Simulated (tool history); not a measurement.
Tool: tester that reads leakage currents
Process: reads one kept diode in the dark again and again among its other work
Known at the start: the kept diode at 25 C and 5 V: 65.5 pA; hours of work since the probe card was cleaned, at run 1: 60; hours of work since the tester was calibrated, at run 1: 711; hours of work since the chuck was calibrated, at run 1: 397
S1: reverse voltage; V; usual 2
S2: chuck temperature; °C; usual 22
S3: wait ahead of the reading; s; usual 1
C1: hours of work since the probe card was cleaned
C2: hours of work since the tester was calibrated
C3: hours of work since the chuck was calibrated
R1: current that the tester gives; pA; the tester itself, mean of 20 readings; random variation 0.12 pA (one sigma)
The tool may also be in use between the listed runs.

{"run": 1, "hour": 0.0, "S1": 2, "S2": 22, "S3": 1, "C1": 60, "C2": 711, "C3": 397, "R1": 35.1}
{"run": 2, "hour": 111.1, "S1": 2, "S2": 27, "S3": 1, "C1": 114, "C2": 765, "C3": 451, "R1": 54.1}
{"run": 3, "hour": 199.1, "S1": 2, "S2": 27, "S3": 1, "C1": 157, "C2": 808, "C3": 494, "R1": 54.11}
{"run": 4, "hour": 262.8, "S1": 2.42, "S2": 22, "S3": 1, "C1": 188, "C2": 839, "C3": 525, "R1": 38.1}
{"run": 5, "hour": 358.5, "S1": 2.42, "S2": 22, "S3": 1, "C1": 234, "C2": 885, "C3": 571, "R1": 38.12}
{"run": 6, "hour": 439.7, "S1": 2.42, "S2": 22, "S3": 1, "C1": 274, "C2": 925, "C3": 610, "R1": 38.23}
{"run": 7, "hour": 492.7, "S1": 2, "S2": 22, "S3": 1, "C1": 299, "C2": 950, "C3": 636, "R1": 35.26}
{"hour": 519.4, "done": "chuck's temperature calibrated"}
{"run": 8, "hour": 595.0, "S1": 2, "S2": 22, "S3": 1, "C1": 348, "C2": 999, "C3": 37, "R1": 35.31}
{"run": 9, "hour": 702.7, "S1": 2, "S2": 22, "S3": 1, "C1": 400, "C2": 1051, "C3": 89, "R1": 35.33}
{"run": 10, "hour": 773.5, "S1": 2, "S2": 22, "S3": 1, "C1": 434, "C2": 1085, "C3": 123, "R1": 35.34}
{"run": 11, "hour": 837.4, "S1": 2, "S2": 22, "S3": 1, "C1": 465, "C2": 1117, "C3": 154, "R1": 35.26}
{"run": 12, "hour": 931.2, "S1": 1.88, "S2": 35, "S3": 0.98, "C1": 511, "C2": 1162, "C3": 200, "R1": 102.33}
{"run": 13, "hour": 1008.1, "S1": 2, "S2": 20, "S3": 8.68, "C1": 548, "C2": 1199, "C3": 237, "R1": 28.97}
{"run": 14, "hour": 1094.4, "S1": 2, "S2": 38, "S3": 0.36, "C1": 590, "C2": 1241, "C3": 279, "R1": 135.46}
{"run": 15, "hour": 1203.2, "S1": 5.43, "S2": 22, "S3": 1, "C1": 643, "C2": 1294, "C3": 332, "R1": 54.14}
{"run": 16, "hour": 1297.4, "S1": 19.47, "S2": 39, "S3": 4.74, "C1": 689, "C2": 1340, "C3": 377, "R1": 368.87}
{"run": 17, "hour": 1371.9, "S1": 4.36, "S2": 39, "S3": 1.75, "C1": 725, "C2": 1376, "C3": 413, "R1": 198.88}
{"run": 18, "hour": 1488.8, "S1": 4.36, "S2": 39, "S3": 1.75, "C1": 781, "C2": 1432, "C3": 470, "R1": 199.15}
{"run": 19, "hour": 1569.8, "S1": 1.44, "S2": 22, "S3": 1, "C1": 821, "C2": 1472, "C3": 509, "R1": 30.5}
{"run": 20, "hour": 1661.0, "S1": 12.84, "S2": 46, "S3": 0.68, "C1": 865, "C2": 1516, "C3": 554, "R1": 540.95}
{"run": 21, "hour": 1740.6, "S1": 2, "S2": 22, "S3": 1.32, "C1": 904, "C2": 1555, "C3": 592, "R1": 34.92}
{"run": 22, "hour": 1825.7, "S1": 2, "S2": 22, "S3": 1.32, "C1": 945, "C2": 1596, "C3": 634, "R1": 35.03}

4 ways to go on from here, each from the tool as it stands after run 22. What would each give?
{"hour": 1860.3, "done": "chuck's temperature calibrated"}
{"run": "A", "hour": 1934.2, "S1": 7.1, "S2": 53, "S3": 3.9, "C1": 996, "C2": 1647, "C3": 36, "R1": "?"}
{"hour": 1860.3, "done": "chuck's temperature calibrated"}
{"run": "B", "hour": 1934.2, "S1": 8.57, "S2": 22, "S3": 1, "C1": 996, "C2": 1647, "C3": 36, "R1": "?"}
{"hour": 1860.3, "done": "chuck's temperature calibrated"}
{"run": "C", "hour": 1934.2, "S1": 6.74, "S2": 28, "S3": 8.55, "C1": 996, "C2": 1647, "C3": 36, "R1": "?"}
{"hour": 1860.3, "done": "chuck's temperature calibrated"}
{"run": "D", "hour": 1934.2, "S1": 14.5, "S2": 27, "S3": 0.57, "C1": 996, "C2": 1647, "C3": 36, "R1": "?"}

run=A R1=706.04
run=B R1=65.81
run=C R1=96.47
run=D R1=130.2
Without the tool's hidden state the same runs would have given:
run=A R1=705.74
run=B R1=65.71
run=C R1=96.38
run=D R1=130.03

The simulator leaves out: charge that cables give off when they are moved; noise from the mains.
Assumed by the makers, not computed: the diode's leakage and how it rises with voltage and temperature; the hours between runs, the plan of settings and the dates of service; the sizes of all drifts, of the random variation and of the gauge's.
